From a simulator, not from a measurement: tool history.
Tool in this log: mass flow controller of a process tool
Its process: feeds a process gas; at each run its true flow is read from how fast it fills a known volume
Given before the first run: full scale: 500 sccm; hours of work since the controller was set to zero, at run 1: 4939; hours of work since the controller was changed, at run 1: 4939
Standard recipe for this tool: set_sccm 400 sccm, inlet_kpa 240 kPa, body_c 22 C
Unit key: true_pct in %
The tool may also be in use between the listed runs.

run	hour	set_sccm	inlet_kpa	body_c	hours of work since the controller was set to zero	hours of work since the controller was changed	true_pct
1	0	400	240	22	4939	4939	99.35
2	103.1	400	240	22	5001	5001	99.31
3	286.2	400	240	22	5110	5110	99.27
4	426.7	400	240	23	5195	5195	99.48
5	545.1	400	240	23	5265	5265	99.38
6	717.2	400	240	32	5368	5368	100.2
7	891.8	400	240	32	5473	5473	100.24
8	1091.2	400	240	32	5592	5592	100.25
# hour 1174.6: controller's zero set anew
9	1281.6	400	240	32	64	5706	100.23
10	1486.5	400	240	32	187	5829	100.36
11	1630.5	400	240	25	273	5915	99.93
12	1762.4	400	240	25	352	5994	99.75
13	1965.9	400	240	22	474	6116	99.68
14	2093.3	400	240	22	550	6192	99.7
15	2224.2	400	240	22	629	6271	99.78
16	2338.1	400	240	22	697	6339	99.6
17	2500	400	240	22	794	6436	99.85
18	2663.8	381	240	22	892	6534	99.85
19	2800.8	381	240	22	974	6616	99.8
20	2902.4	248	240	22	1035	6677	99.65
21	3030	248	240	22	1111	6753	99.73
22	3130.7	248	240	22	1172	6814	99.79
23	3252	400	240	22	1244	6886	100.03
24	3436.3	400	240	22	1355	6997	99.99
25	3552.2	400	240	22	1424	7066	100.05
26	3660.7	400	240	22	1489	7131	100
27	3813.6	109	161	31	1581	7223	100.96
28	3916.7	86	230	22	1642	7285	99.56
29	4028.9	277	256	34	1710	7352	100.64
30	4116.8	76	256	22	1762	7404	99.37
31	4281.8	76	256	22	1861	7503	99.51
32	4484.3	142	256	35	1982	7625	100.69
33	4674.4	92	171	22	2096	7738	100.39
34	4834.8	92	171	22	2192	7834	100.2
35	4980.3	164	235	40	2279	7922	101.34
36	5176.5	194	278	40	2397	8039	101.09
37	5365.4	400	198	22	2510	8152	100.54
38	5495.2	179	162	21	2588	8230	100.66
39	5615.2	321	271	22	2660	8302	100.08
40	5735.4	321	271	22	2732	8374	100.07
# hour 5788: gauge calibrated
41	5929.8	321	271	22	2848	8490	98.99
42	6064.7	134	215	22	2929	8571	99.09
43	6263	134	215	22	3048	8690	99.14
44	6363.7	95	228	22	3108	8750	99.05
45	6510.9	354	185	25	3196	8838	99.82
46	6686.5	64	263	25	3301	8944	98.97
47	6822.3	146	248	25	3383	9025	99.4

Selected run-to-run steps in true_pct, each split into two signed amounts: the part the tool would show with no hidden state at all (from settings, incoming material and random variation), and the remainder, which goes to the hidden state together with any gauge scatter not common to the measured and the hidden-state-free results:
The hidden state here: flow at rest that the sensor doesn't see, % of full scale; true flow over the shown one, %; drift of the gauge itself on true_pct, %.
Run 2 -> 3: nothing adjusted, nothing logged. true_pct -0.04 %: hidden state +0.04, all else -0.08.
Run 27 -> 28: set_sccm 109 -> 86, inlet_kpa 161 -> 230, body_c 31 -> 22. true_pct -1.4 %: hidden state +0.01, all else -1.41.
Run 29 -> 30: set_sccm 277 -> 76, body_c 34 -> 22. true_pct -1.27 %: hidden state +0.01, all else -1.28.
Run 31 -> 32: set_sccm 76 -> 142, body_c 22 -> 35. true_pct +1.18 %: hidden state +0.06, all else +1.12.
Run 40 -> 41: gauge calibrated. true_pct -1.08 %: hidden state -1.1, all else +0.02.

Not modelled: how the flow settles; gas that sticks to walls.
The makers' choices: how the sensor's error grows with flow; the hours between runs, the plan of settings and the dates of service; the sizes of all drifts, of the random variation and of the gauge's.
